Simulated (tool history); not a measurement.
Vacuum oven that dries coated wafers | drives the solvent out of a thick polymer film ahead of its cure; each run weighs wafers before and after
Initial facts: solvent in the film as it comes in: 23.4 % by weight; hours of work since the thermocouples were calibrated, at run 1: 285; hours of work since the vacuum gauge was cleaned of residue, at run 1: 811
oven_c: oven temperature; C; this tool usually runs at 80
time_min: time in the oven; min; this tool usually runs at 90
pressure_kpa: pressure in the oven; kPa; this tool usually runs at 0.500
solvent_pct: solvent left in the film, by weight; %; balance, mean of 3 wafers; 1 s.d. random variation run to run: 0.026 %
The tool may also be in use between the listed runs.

run	hour	oven_c	time_min	pressure_kpa	hours of work since the thermocouples were calibrated	hours of work since the vacuum gauge was cleaned of residue	solvent_pct
1	0.0	80	90	0.500	285	811	2.01
2	40.5	80	90	0.500	310	836	2.00
3	74.2	67	90	0.500	331	857	5.83
4	122.5	67	90	1.765	361	887	6.59
5	151.2	67	90	1.765	378	905	6.49
6	183.2	67	90	1.765	398	925	6.52
7	210.6	67	90	1.765	415	942	6.50
8	251.8	67	90	1.765	441	968	6.55
9	281.2	80	81	0.500	459	986	2.47
10	308.2	80	90	1.225	476	1003	2.30
11	336.2	74	155	1.225	493	1020	1.57
12	379.6	91	155	1.086	520	1047	0.31
13	423.1	91	155	1.086	547	1074	0.35
14	471.6	80	152	0.939	577	1104	0.77
15	518.8	85	90	0.329	607	1134	1.04
16	546.5	93	90	0.640	624	1151	0.41
17	571.9	86	156	0.640	640	1167	0.29

Alternative continuations, all from the tool just after run 17; predict every row:
A	602.0	86	90	0.330	658	1185	?
B	602.0	83	90	1.516	658	1185	?
C	602.0	86	52	0.640	658	1185	?
D	602.0	85	117	0.640	658	1185	?

run	solvent_pct
A	0.95
B	1.76
C	3.29
D	0.62
What these runs would have given with no unlogged condition in the tool:
run	solvent_pct
A	0.95
B	1.76
C	3.29
D	0.61

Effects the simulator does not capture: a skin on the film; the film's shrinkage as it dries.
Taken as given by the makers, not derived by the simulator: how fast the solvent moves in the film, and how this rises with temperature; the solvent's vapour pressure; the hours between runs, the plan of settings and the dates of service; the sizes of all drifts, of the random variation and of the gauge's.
